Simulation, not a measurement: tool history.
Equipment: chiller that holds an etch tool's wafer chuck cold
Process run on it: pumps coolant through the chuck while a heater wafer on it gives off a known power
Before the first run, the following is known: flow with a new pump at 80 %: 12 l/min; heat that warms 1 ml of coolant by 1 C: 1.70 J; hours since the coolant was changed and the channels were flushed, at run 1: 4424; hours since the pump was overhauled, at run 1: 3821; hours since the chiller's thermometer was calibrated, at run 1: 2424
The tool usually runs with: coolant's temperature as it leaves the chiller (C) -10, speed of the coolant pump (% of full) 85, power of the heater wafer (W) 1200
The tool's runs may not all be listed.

| run | hour | coolant's temperature as it leaves the chiller (C) | speed of the coolant pump (% of full) | power of the heater wafer (W) | hours since the coolant was changed and the channels were flushed | hours since the pump was overhauled | hours since the chiller's thermometer was calibrated | chuck's temperature once it has settled (C) | how much warmer the coolant comes back (C) |
|---|---|---|---|---|---|---|---|---|---|
| 1 | 0 | -10 | 85 | 1200 | 4424 | 3821 | 2424 | -0.3 | 3.34 |
| 2 | 122.5 | -10 | 85 | 1200 | 4547 | 3943 | 2547 | -0.3 | 3.35 |
| 3 | 345.1 | -10 | 62 | 1200 | 4769 | 4166 | 2769 | 2.3 | 4.65 |
| 4 | 554.2 | -10 | 62 | 1200 | 4978 | 4375 | 2979 | 2.3 | 4.74 |
| 5 | 659.8 | -10 | 62 | 1200 | 5084 | 4481 | 3084 | 2.1 | 4.74 |
| 6 | 789 | -10 | 62 | 1200 | 5213 | 4610 | 3213 | 2.3 | 4.65 |
| 7 | 915.1 | -10 | 62 | 1510 | 5339 | 4736 | 3339 | 5.5 | 6.01 |
| 8 | 1098.7 | -10 | 62 | 1510 | 5523 | 4919 | 3523 | 5.3 | 6 |
| 9 | 1253.6 | -10 | 62 | 1510 | 5678 | 5074 | 3678 | 5.3 | 6.03 |
| 10 | 1345.3 | -10 | 62 | 1510 | 5769 | 5166 | 3770 | 5.4 | 6.03 |
| 11 | 1459 | -10 | 67 | 1200 | 5883 | 5280 | 3883 | 1.7 | 4.47 |
| 12 | 1586.4 | -7 | 67 | 1200 | 6010 | 5407 | 4011 | 4.7 | 4.46 |
| 13 | 1802.3 | -10 | 85 | 1200 | 6226 | 5623 | 4227 | -0.1 | 3.59 |
| 14 | 2017.6 | -10 | 85 | 1200 | 6442 | 5838 | 4442 | -0.3 | 3.63 |
| 15 | 2115.8 | -18 | 95 | 1254 | 6540 | 5937 | 4540 | -8.5 | 3.38 |
| 16 | 2282.3 | -18 | 95 | 1254 | 6706 | 6103 | 4707 | -8.4 | 3.39 |
| 17 | 2443.6 | -18 | 95 | 1254 | 6868 | 6264 | 4868 | -8.4 | 3.41 |
| 18 | 2632.4 | -10 | 96 | 1200 | 7056 | 6453 | 5057 | -1.1 | 3.28 |
| 19 | 2850.8 | -10 | 96 | 1200 | 7275 | 6672 | 5275 | -1.2 | 3.31 |
|  | 2872.3 | chiller's thermometer calibrated |
| 20 | 3022.5 | -6 | 63 | 919 | 7445 | 6842 | 150 | 3.3 | 3.9 |
| 21 | 3146.7 | -17 | 76 | 784 | 7570 | 6966 | 274 | -10.2 | 2.89 |
| 22 | 3322.6 | -17 | 76 | 784 | 7746 | 7142 | 450 | -9.9 | 2.86 |
| 23 | 3479 | -17 | 76 | 784 | 7902 | 7299 | 607 | -10 | 2.9 |
|  | 3557.5 | gauge calibrated |
| 24 | 3570.7 | -17 | 76 | 784 | 7994 | 7391 | 698 | -9.9 | 2.41 |
| 25 | 3790.6 | -11 | 76 | 917 | 8214 | 7610 | 918 | -3.1 | 2.86 |

5 options for the next run, each taken on its own from the tool as it stands now. Forecast them:
| A | 3933.2 | -17 | 67 | 765 | 8356 | 7753 | 1061 | ? | ? |
| B | 3933.2 | -5 | 81 | 826 | 8356 | 7753 | 1061 | ? | ? |
| C | 3933.2 | -20 | 74 | 636 | 8356 | 7753 | 1061 | ? | ? |
| D | 3933.2 | -6 | 89 | 1698 | 8356 | 7753 | 1061 | ? | ? |
| E | 3933.2 | -17 | 75 | 871 | 8356 | 7753 | 1061 | ? | ? |

| run | chuck's temperature once it has settled (C) | how much warmer the coolant comes back (C) |
|---|---|---|
| A | -9.4 | 2.79 |
| B | 2 | 2.43 |
| C | -14.4 | 2.09 |
| D | 7.4 | 4.53 |
| E | -9.1 | 2.85 |
Without the tool's hidden state the same runs would have given:
| run | chuck's temperature once it has settled (C) | how much warmer the coolant comes back (C) |
|---|---|---|
| A | -9.4 | 2.74 |
| B | 2 | 2.38 |
| C | -14.4 | 2.04 |
| D | 7.4 | 4.48 |
| E | -9.1 | 2.8 |
